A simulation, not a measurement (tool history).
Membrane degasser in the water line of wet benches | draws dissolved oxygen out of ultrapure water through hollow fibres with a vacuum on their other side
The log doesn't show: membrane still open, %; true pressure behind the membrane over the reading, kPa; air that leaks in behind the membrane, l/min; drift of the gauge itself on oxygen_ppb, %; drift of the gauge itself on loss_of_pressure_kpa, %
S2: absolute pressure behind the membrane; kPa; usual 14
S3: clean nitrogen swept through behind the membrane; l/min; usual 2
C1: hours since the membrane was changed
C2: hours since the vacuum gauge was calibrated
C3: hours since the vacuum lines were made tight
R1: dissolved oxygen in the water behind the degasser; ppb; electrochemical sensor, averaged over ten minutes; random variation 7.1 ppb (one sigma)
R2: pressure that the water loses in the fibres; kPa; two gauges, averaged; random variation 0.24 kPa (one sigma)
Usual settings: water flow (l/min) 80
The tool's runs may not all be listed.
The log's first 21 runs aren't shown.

-- hour=850.1 vacuum gauge calibrated, once more
run 22 hour=863.7 | water_flow_(l/min)=105 S2=24.7 S3=1.07 | C1=2125 C2=14 C3=4143 | R1=2802.8 R2=84.38
run 23 hour=918.8 | water_flow_(l/min)=105 S2=24.7 S3=1.07 | C1=2180 C2=69 C3=4198 | R1=2795.1 R2=84.26
run 24 hour=962.8 | water_flow_(l/min)=105 S2=24.7 S3=1.07 | C1=2224 C2=113 C3=4242 | R1=2752.1 R2=84.65
run 25 hour=986.6 | water_flow_(l/min)=66 S2=14 S3=3.15 | C1=2248 C2=136 C3=4266 | R1=579.7 R2=53.26
run 26 hour=1018.7 | water_flow_(l/min)=97 S2=34 S3=4.38 | C1=2280 C2=169 C3=4298 | R1=1560.6 R2=77.89
run 27 hour=1068.5 | water_flow_(l/min)=54 S2=14 S3=1.25 | C1=2330 C2=218 C3=4348 | R1=892.9 R2=43.64
run 28 hour=1120.1 | water_flow_(l/min)=71 S2=30.1 S3=1.33 | C1=2381 C2=270 C3=4399 | R1=2226.2 R2=57.17
run 29 hour=1156.8 | water_flow_(l/min)=71 S2=30.1 S3=1.33 | C1=2418 C2=307 C3=4436 | R1=2215.9 R2=57.23
run 30 hour=1192.2 | water_flow_(l/min)=98 S2=16.3 S3=4.35 | C1=2453 C2=342 C3=4471 | R1=943.8 R2=79.17
run 31 hour=1215.2 | water_flow_(l/min)=98 S2=16.3 S3=4.35 | C1=2476 C2=365 C3=4495 | R1=936.2 R2=79.42
run 32 hour=1266.1 | water_flow_(l/min)=98 S2=16.3 S3=4.35 | C1=2527 C2=416 C3=4545 | R1=932.1 R2=78.94

4 ways to go on from here, each from the tool as it stands after run 32. What would each give?
run A hour=1320.6 | water_flow_(l/min)=80 S2=14 S3=2.35 | C1=2582 C2=470 C3=4600 | R1=? R2=?
run B hour=1320.6 | water_flow_(l/min)=80 S2=29.2 S3=2.59 | C1=2582 C2=470 C3=4600 | R1=? R2=?
run C hour=1320.6 | water_flow_(l/min)=59 S2=21.9 S3=2.08 | C1=2582 C2=470 C3=4600 | R1=? R2=?
run D hour=1320.6 | water_flow_(l/min)=80 S2=8.4 S3=4.18 | C1=2582 C2=470 C3=4600 | R1=? R2=?

run=A R1=895 R2=64.76
run=B R1=1577.8 R2=64.53
run=C R1=1080.6 R2=47.75
run=D R1=419.8 R2=64.91
Without the tool's hidden state the same runs would have given:
run=A R1=878.4 R2=63.31
run=B R1=1561.8 R2=63.08
run=C R1=1070.5 R2=46.68
run=D R1=402.3 R2=63.46

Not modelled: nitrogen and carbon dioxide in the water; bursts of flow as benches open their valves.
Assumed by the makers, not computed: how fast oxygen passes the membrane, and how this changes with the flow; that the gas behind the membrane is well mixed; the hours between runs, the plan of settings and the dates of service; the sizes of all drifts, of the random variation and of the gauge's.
